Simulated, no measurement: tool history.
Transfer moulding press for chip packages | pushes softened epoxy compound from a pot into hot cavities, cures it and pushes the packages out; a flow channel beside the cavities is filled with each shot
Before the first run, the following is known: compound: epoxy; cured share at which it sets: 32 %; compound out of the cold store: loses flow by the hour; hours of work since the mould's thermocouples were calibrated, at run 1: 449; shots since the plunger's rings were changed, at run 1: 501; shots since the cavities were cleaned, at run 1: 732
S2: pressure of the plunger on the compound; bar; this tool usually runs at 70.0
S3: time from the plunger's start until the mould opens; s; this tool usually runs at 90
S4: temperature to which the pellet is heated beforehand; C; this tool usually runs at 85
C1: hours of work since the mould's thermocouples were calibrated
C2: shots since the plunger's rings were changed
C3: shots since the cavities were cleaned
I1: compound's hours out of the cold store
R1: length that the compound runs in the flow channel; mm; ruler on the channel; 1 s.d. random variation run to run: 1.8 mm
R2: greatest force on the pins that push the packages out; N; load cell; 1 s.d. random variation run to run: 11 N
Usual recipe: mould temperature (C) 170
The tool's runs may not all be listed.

{"run": 1, "hour": 0.0, "mould temperature (C)": 170, "S2": 70.0, "S3": 90, "S4": 85, "C1": 449, "C2": 501, "C3": 732, "I1": 46.3, "R1": 476, "R2": 889}
{"hour": 17.8, "done": "cavities cleaned with cleaning compound and waxed"}
{"run": 2, "hour": 63.9, "mould temperature (C)": 170, "S2": 70.0, "S3": 90, "S4": 85, "C1": 492, "C2": 1269, "C3": 567, "I1": 20.7, "R1": 531, "R2": 889}
{"hour": 97.3, "done": "cavities cleaned with cleaning compound and waxed"}
{"run": 3, "hour": 113.9, "mould temperature (C)": 170, "S2": 79.4, "S3": 90, "S4": 85, "C1": 525, "C2": 1866, "C3": 205, "I1": 26.6, "R1": 552, "R2": 688}
{"run": 4, "hour": 140.7, "mould temperature (C)": 170, "S2": 80.2, "S3": 90, "S4": 85, "C1": 543, "C2": 2196, "C3": 535, "I1": 45.5, "R1": 507, "R2": 888}
{"hour": 178.1, "done": "cavities cleaned with cleaning compound and waxed"}
{"hour": 203.0, "done": "plunger's sealing rings changed"}
{"run": 5, "hour": 203.4, "mould temperature (C)": 170, "S2": 56.7, "S3": 90, "S4": 85, "C1": 583, "C2": 5, "C3": 280, "I1": 31.0, "R1": 456, "R2": 732}
{"run": 6, "hour": 239.3, "mould temperature (C)": 170, "S2": 56.7, "S3": 90, "S4": 85, "C1": 608, "C2": 446, "C3": 721, "I1": 25.7, "R1": 468, "R2": 926}
{"hour": 258.5, "done": "cavities cleaned with cleaning compound and waxed"}
{"run": 7, "hour": 283.7, "mould temperature (C)": 173, "S2": 56.7, "S3": 90, "S4": 91, "C1": 637, "C2": 974, "C3": 310, "I1": 19.4, "R1": 473, "R2": 730}
{"run": 8, "hour": 324.7, "mould temperature (C)": 173, "S2": 86.9, "S3": 107, "S4": 94, "C1": 665, "C2": 1479, "C3": 815, "I1": 29.6, "R1": 555, "R2": 860}
{"hour": 335.9, "done": "cavities cleaned with cleaning compound and waxed"}
{"run": 9, "hour": 388.6, "mould temperature (C)": 170, "S2": 74.8, "S3": 92, "S4": 85, "C1": 707, "C2": 2246, "C3": 648, "I1": 43.5, "R1": 492, "R2": 861}
{"hour": 415.2, "done": "cavities cleaned with cleaning compound and waxed"}
{"hour": 445.1, "done": "plunger's sealing rings changed"}
{"run": 10, "hour": 455.6, "mould temperature (C)": 163, "S2": 74.8, "S3": 92, "S4": 85, "C1": 750, "C2": 129, "C3": 467, "I1": 40.9, "R1": 523, "R2": 1062}
{"hour": 495.5, "done": "cavities cleaned with cleaning compound and waxed"}
{"hour": 512.8, "done": "mould's thermocouples calibrated"}
{"run": 11, "hour": 524.5, "mould temperature (C)": 163, "S2": 74.8, "S3": 92, "S4": 85, "C1": 8, "C2": 934, "C3": 332, "I1": 11.5, "R1": 599, "R2": 1168}
{"run": 12, "hour": 564.0, "mould temperature (C)": 163, "S2": 74.8, "S3": 92, "S4": 85, "C1": 35, "C2": 1420, "C3": 818, "I1": 28.5, "R1": 549, "R2": 1342}

What if the next run were any one of these 4? Each begins from the tool's condition after run 12:
{"hour": 578.3, "done": "cavities cleaned with cleaning compound and waxed"}
{"run": "A", "hour": 602.3, "mould temperature (C)": 170, "S2": 70.0, "S3": 90, "S4": 90, "C1": 60, "C2": 1872, "C3": 295, "I1": 21.3, "R1": "?", "R2": "?"}
{"hour": 578.3, "done": "cavities cleaned with cleaning compound and waxed"}
{"run": "B", "hour": 602.3, "mould temperature (C)": 163, "S2": 66.9, "S3": 76, "S4": 85, "C1": 60, "C2": 1872, "C3": 295, "I1": 24.9, "R1": "?", "R2": "?"}
{"hour": 578.3, "done": "cavities cleaned with cleaning compound and waxed"}
{"run": "C", "hour": 602.3, "mould temperature (C)": 163, "S2": 74.8, "S3": 92, "S4": 87, "C1": 60, "C2": 1872, "C3": 295, "I1": 46.1, "R1": "?", "R2": "?"}
{"hour": 578.3, "done": "cavities cleaned with cleaning compound and waxed"}
{"run": "D", "hour": 602.3, "mould temperature (C)": 170, "S2": 70.0, "S3": 81, "S4": 85, "C1": 60, "C2": 1872, "C3": 295, "I1": 9.4, "R1": "?", "R2": "?"}

run=A R1=529 R2=765
run=B R1=529 R2=1630
run=C R1=506 R2=1032
run=D R1=557 R2=908
Take away the tool's hidden state, keep each run's random variation, and the runs would have read:
run=A R1=541 R2=497
run=B R1=541 R2=1070
run=C R1=517 R2=675
run=D R1=569 R2=592
